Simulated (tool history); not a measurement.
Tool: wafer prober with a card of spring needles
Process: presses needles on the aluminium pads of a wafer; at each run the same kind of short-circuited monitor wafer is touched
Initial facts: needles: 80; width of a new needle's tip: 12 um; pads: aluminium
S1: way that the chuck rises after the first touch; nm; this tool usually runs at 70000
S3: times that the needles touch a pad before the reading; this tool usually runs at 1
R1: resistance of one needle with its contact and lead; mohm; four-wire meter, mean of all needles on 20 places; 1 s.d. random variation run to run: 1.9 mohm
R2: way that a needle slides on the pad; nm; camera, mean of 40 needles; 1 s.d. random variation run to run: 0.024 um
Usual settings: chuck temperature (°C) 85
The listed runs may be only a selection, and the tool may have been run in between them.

{"run": 1, "hour": 0.0, "S1": 70000, "chuck temperature (°C)": 85, "S3": 1, "R1": 225, "R2": 12190}
{"hour": 10.1, "done": "tips cleaned on abrasive film"}
{"run": 2, "hour": 16.7, "S1": 70000, "chuck temperature (°C)": 85, "S3": 1, "R1": 224, "R2": 12190}
{"hour": 28.5, "done": "tips cleaned on abrasive film"}
{"run": 3, "hour": 34.6, "S1": 70000, "chuck temperature (°C)": 85, "S3": 1, "R1": 219, "R2": 12170}
{"hour": 47.1, "done": "tips cleaned on abrasive film"}
{"hour": 59.6, "done": "height of the first contact set anew"}
{"run": 4, "hour": 62.0, "S1": 70000, "chuck temperature (°C)": 85, "S3": 1, "R1": 236, "R2": 12270}
{"hour": 66.0, "done": "tips cleaned on abrasive film"}
{"hour": 84.3, "done": "tips cleaned on abrasive film"}
{"run": 5, "hour": 88.1, "S1": 70000, "chuck temperature (°C)": 85, "S3": 1, "R1": 212, "R2": 12260}
{"hour": 102.6, "done": "tips cleaned on abrasive film"}
{"run": 6, "hour": 109.4, "S1": 70000, "chuck temperature (°C)": 85, "S3": 1, "R1": 223, "R2": 12260}
{"hour": 122.4, "done": "tips cleaned on abrasive film"}
{"run": 7, "hour": 126.3, "S1": 70000, "chuck temperature (°C)": 85, "S3": 2, "R1": 209, "R2": 12220}
{"hour": 141.1, "done": "tips cleaned on abrasive film"}
{"run": 8, "hour": 150.1, "S1": 70000, "chuck temperature (°C)": 85, "S3": 1, "R1": 228, "R2": 12190}
{"hour": 158.8, "done": "tips cleaned on abrasive film"}
{"run": 9, "hour": 164.2, "S1": 70000, "chuck temperature (°C)": 85, "S3": 1, "R1": 217, "R2": 12180}
{"hour": 176.9, "done": "tips cleaned on abrasive film"}
{"run": 10, "hour": 190.9, "S1": 70000, "chuck temperature (°C)": 85, "S3": 1, "R1": 239, "R2": 12150}
{"hour": 195.3, "done": "tips cleaned on abrasive film"}
{"run": 11, "hour": 203.5, "S1": 70000, "chuck temperature (°C)": 85, "S3": 1, "R1": 227, "R2": 12140}
{"hour": 214.3, "done": "tips cleaned on abrasive film"}
{"run": 12, "hour": 215.3, "S1": 70000, "chuck temperature (°C)": 85, "S3": 1, "R1": 208, "R2": 12110}
{"hour": 233.9, "done": "tips cleaned on abrasive film"}
{"run": 13, "hour": 237.1, "S1": 70000, "chuck temperature (°C)": 85, "S3": 1, "R1": 211, "R2": 12060}
{"hour": 246.6, "done": "height of the first contact set anew"}
{"hour": 253.8, "done": "tips cleaned on abrasive film"}
{"run": 14, "hour": 261.5, "S1": 70000, "chuck temperature (°C)": 85, "S3": 1, "R1": 227, "R2": 12310}
{"hour": 273.3, "done": "tips cleaned on abrasive film"}
{"run": 15, "hour": 285.8, "S1": 70000, "chuck temperature (°C)": 85, "S3": 1, "R1": 232, "R2": 12250}
{"hour": 291.5, "done": "tips cleaned on abrasive film"}
{"run": 16, "hour": 301.8, "S1": 70000, "chuck temperature (°C)": 85, "S3": 1, "R1": 230, "R2": 12250}
{"hour": 310.7, "done": "tips cleaned on abrasive film"}
{"run": 17, "hour": 316.2, "S1": 82000, "chuck temperature (°C)": 125, "S3": 1, "R1": 221, "R2": 14330}
{"hour": 328.7, "done": "tips cleaned on abrasive film"}
{"run": 18, "hour": 339.4, "S1": 66000, "chuck temperature (°C)": 87, "S3": 2, "R1": 220, "R2": 11520}
{"hour": 346.6, "done": "tips cleaned on abrasive film"}
{"run": 19, "hour": 362.1, "S1": 66000, "chuck temperature (°C)": 87, "S3": 2, "R1": 227, "R2": 11510}
{"hour": 364.4, "done": "tips cleaned on abrasive film"}
{"run": 20, "hour": 379.4, "S1": 70000, "chuck temperature (°C)": 35, "S3": 1, "R1": 234, "R2": 12190}
{"hour": 383.0, "done": "tips cleaned on abrasive film"}
{"run": 21, "hour": 397.1, "S1": 70000, "chuck temperature (°C)": 42, "S3": 1, "R1": 232, "R2": 12140}
{"hour": 401.1, "done": "tips cleaned on abrasive film"}
{"hour": 420.1, "done": "tips cleaned on abrasive film"}
{"run": 22, "hour": 424.1, "S1": 70000, "chuck temperature (°C)": 32, "S3": 1, "R1": 209, "R2": 12100}
{"hour": 433.3, "done": "height of the first contact set anew"}
{"hour": 438.5, "done": "tips cleaned on abrasive film"}
{"run": 23, "hour": 447.6, "S1": 70000, "chuck temperature (°C)": 32, "S3": 1, "R1": 223, "R2": 12260}
{"hour": 456.6, "done": "tips cleaned on abrasive film"}
{"run": 24, "hour": 462.4, "S1": 70000, "chuck temperature (°C)": 32, "S3": 1, "R1": 214, "R2": 12270}
{"hour": 475.2, "done": "tips cleaned on abrasive film"}
{"run": 25, "hour": 485.3, "S1": 70000, "chuck temperature (°C)": 32, "S3": 1, "R1": 226, "R2": 12260}
{"hour": 494.6, "done": "tips cleaned on abrasive film"}
{"run": 26, "hour": 505.1, "S1": 70000, "chuck temperature (°C)": 32, "S3": 1, "R1": 225, "R2": 12210}
{"hour": 513.8, "done": "tips cleaned on abrasive film"}
{"run": 27, "hour": 526.5, "S1": 66000, "chuck temperature (°C)": 50, "S3": 1, "R1": 236, "R2": 11480}
{"hour": 532.6, "done": "tips cleaned on abrasive film"}
{"run": 28, "hour": 540.9, "S1": 72000, "chuck temperature (°C)": 85, "S3": 1, "R1": 227, "R2": 12560}
{"hour": 550.4, "done": "tips cleaned on abrasive film"}
{"hour": 569.0, "done": "tips cleaned on abrasive film"}
{"run": 29, "hour": 569.0, "S1": 72000, "chuck temperature (°C)": 85, "S3": 1, "R1": 203, "R2": 12510}
{"hour": 588.9, "done": "tips cleaned on abrasive film"}
{"run": 30, "hour": 595.2, "S1": 73000, "chuck temperature (°C)": 86, "S3": 1, "R1": 225, "R2": 12610}
{"hour": 606.8, "done": "tips cleaned on abrasive film"}
{"run": 31, "hour": 606.8, "S1": 73000, "chuck temperature (°C)": 41, "S3": 1, "R1": 195, "R2": 12640}

Predict each of these 5 candidate next runs independently; none follows another, all start after run 31:
{"hour": 619.7, "done": "height of the first contact set anew"}
{"hour": 625.2, "done": "tips cleaned on abrasive film"}
{"run": "A", "hour": 625.2, "S1": 68000, "chuck temperature (°C)": 59, "S3": 1, "R1": "?", "R2": "?"}
{"hour": 619.7, "done": "height of the first contact set anew"}
{"hour": 625.2, "done": "tips cleaned on abrasive film"}
{"run": "B", "hour": 625.2, "S1": 76000, "chuck temperature (°C)": 40, "S3": 1, "R1": "?", "R2": "?"}
{"hour": 619.7, "done": "height of the first contact set anew"}
{"hour": 625.2, "done": "tips cleaned on abrasive film"}
{"run": "C", "hour": 625.2, "S1": 73000, "chuck temperature (°C)": 92, "S3": 1, "R1": "?", "R2": "?"}
{"hour": 619.7, "done": "height of the first contact set anew"}
{"hour": 625.2, "done": "tips cleaned on abrasive film"}
{"run": "D", "hour": 625.2, "S1": 56000, "chuck temperature (°C)": 85, "S3": 1, "R1": "?", "R2": "?"}
{"hour": 619.7, "done": "height of the first contact set anew"}
{"hour": 625.2, "done": "tips cleaned on abrasive film"}
{"run": "E", "hour": 625.2, "S1": 56000, "chuck temperature (°C)": 28, "S3": 2, "R1": "?", "R2": "?"}

run=A R1=200 R2=11940
run=B R1=196 R2=13330
run=C R1=205 R2=12830
run=D R1=211 R2=9820
run=E R1=194 R2=9820
Without the tool's hidden state the same runs would have given:
run=A R1=194 R2=11960
run=B R1=190 R2=13350
run=C R1=199 R2=12850
run=D R1=203 R2=9840
run=E R1=188 R2=9840
